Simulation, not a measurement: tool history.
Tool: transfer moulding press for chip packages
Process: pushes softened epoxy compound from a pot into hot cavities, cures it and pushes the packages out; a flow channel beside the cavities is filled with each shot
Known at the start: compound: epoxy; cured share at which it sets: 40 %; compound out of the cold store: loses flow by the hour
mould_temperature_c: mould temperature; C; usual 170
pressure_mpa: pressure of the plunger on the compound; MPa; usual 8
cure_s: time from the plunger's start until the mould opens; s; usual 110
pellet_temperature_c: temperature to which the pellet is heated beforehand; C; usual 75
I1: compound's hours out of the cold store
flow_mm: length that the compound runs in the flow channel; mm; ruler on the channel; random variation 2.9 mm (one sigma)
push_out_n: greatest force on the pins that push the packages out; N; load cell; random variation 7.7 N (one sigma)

run 1 day=0 | mould_temperature_c=170 pressure_mpa=8 cure_s=110 pellet_temperature_c=75 | I1=25.8 | flow_mm=606 push_out_n=700
run 2 day=1.267 | mould_temperature_c=170 pressure_mpa=8 cure_s=97 pellet_temperature_c=75 | I1=26.9 | flow_mm=599 push_out_n=857
-- day=2 cavities cleaned with cleaning compound and waxed
run 3 day=2.133 | mould_temperature_c=170 pressure_mpa=8 cure_s=97 pellet_temperature_c=75 | I1=37.2 | flow_mm=578 push_out_n=435
run 4 day=3.642 | mould_temperature_c=170 pressure_mpa=8 cure_s=110 pellet_temperature_c=72 | I1=15.1 | flow_mm=621 push_out_n=576
run 5 day=5.112 | mould_temperature_c=170 pressure_mpa=6.21 cure_s=110 pellet_temperature_c=75 | I1=19.5 | flow_mm=536 push_out_n=670
run 6 day=6.875 | mould_temperature_c=170 pressure_mpa=6.21 cure_s=110 pellet_temperature_c=75 | I1=39.7 | flow_mm=497 push_out_n=692
-- day=8.425 cavities cleaned with cleaning compound and waxed
run 7 day=8.492 | mould_temperature_c=170 pressure_mpa=6.21 cure_s=110 pellet_temperature_c=75 | I1=43.3 | flow_mm=485 push_out_n=336
run 8 day=9.692 | mould_temperature_c=170 pressure_mpa=6.21 cure_s=110 pellet_temperature_c=75 | I1=17.4 | flow_mm=535 push_out_n=513
run 9 day=11.308 | mould_temperature_c=170 pressure_mpa=6.21 cure_s=110 pellet_temperature_c=75 | I1=15.3 | flow_mm=536 push_out_n=636
run 10 day=12.792 | mould_temperature_c=176 pressure_mpa=8 cure_s=110 pellet_temperature_c=75 | I1=45.8 | flow_mm=533 push_out_n=612
run 11 day=13.812 | mould_temperature_c=170 pressure_mpa=8 cure_s=110 pellet_temperature_c=75 | I1=9.6 | flow_mm=614 push_out_n=721
-- day=14.912 cavities cleaned with cleaning compound and waxed
run 12 day=15.1 | mould_temperature_c=170 pressure_mpa=8 cure_s=110 pellet_temperature_c=75 | I1=33.4 | flow_mm=558 push_out_n=359
run 13 day=16.183 | mould_temperature_c=177 pressure_mpa=8 cure_s=110 pellet_temperature_c=75 | I1=16.6 | flow_mm=587 push_out_n=474
-- day=17.204 plunger's sealing rings changed
run 14 day=17.854 | mould_temperature_c=177 pressure_mpa=8 cure_s=110 pellet_temperature_c=75 | I1=13.1 | flow_mm=646 push_out_n=553
run 15 day=19.5 | mould_temperature_c=162 pressure_mpa=6.04 cure_s=137 pellet_temperature_c=81 | I1=28.3 | flow_mm=539 push_out_n=701
run 16 day=21.242 | mould_temperature_c=162 pressure_mpa=7.47 cure_s=108 pellet_temperature_c=84 | I1=31.1 | flow_mm=595 push_out_n=1050
-- day=21.438 cavities cleaned with cleaning compound and waxed
run 17 day=22.642 | mould_temperature_c=162 pressure_mpa=7.47 cure_s=108 pellet_temperature_c=84 | I1=25.9 | flow_mm=602 push_out_n=790
run 18 day=23.95 | mould_temperature_c=162 pressure_mpa=7.47 cure_s=108 pellet_temperature_c=84 | I1=12.1 | flow_mm=633 push_out_n=994
run 19 day=25.142 | mould_temperature_c=162 pressure_mpa=7.47 cure_s=108 pellet_temperature_c=84 | I1=26 | flow_mm=598 push_out_n=981
run 20 day=26.896 | mould_temperature_c=170 pressure_mpa=8 cure_s=111 pellet_temperature_c=84 | I1=24.1 | flow_mm=612 push_out_n=682
-- day=27.796 cavities cleaned with cleaning compound and waxed
run 21 day=28.867 | mould_temperature_c=168 pressure_mpa=8 cure_s=110 pellet_temperature_c=84 | I1=18.4 | flow_mm=627 push_out_n=511

Forecast run 22:
run 22 day=30.004 | mould_temperature_c=168 pressure_mpa=8 cure_s=110 pellet_temperature_c=66 | I1=42 | flow_mm=? push_out_n=?

{"run 22": {"flow_mm": 572, "push_out_n": 642}}
Without the tool's hidden state the same run would have given flow_mm 596 mm, push_out_n 349 N.
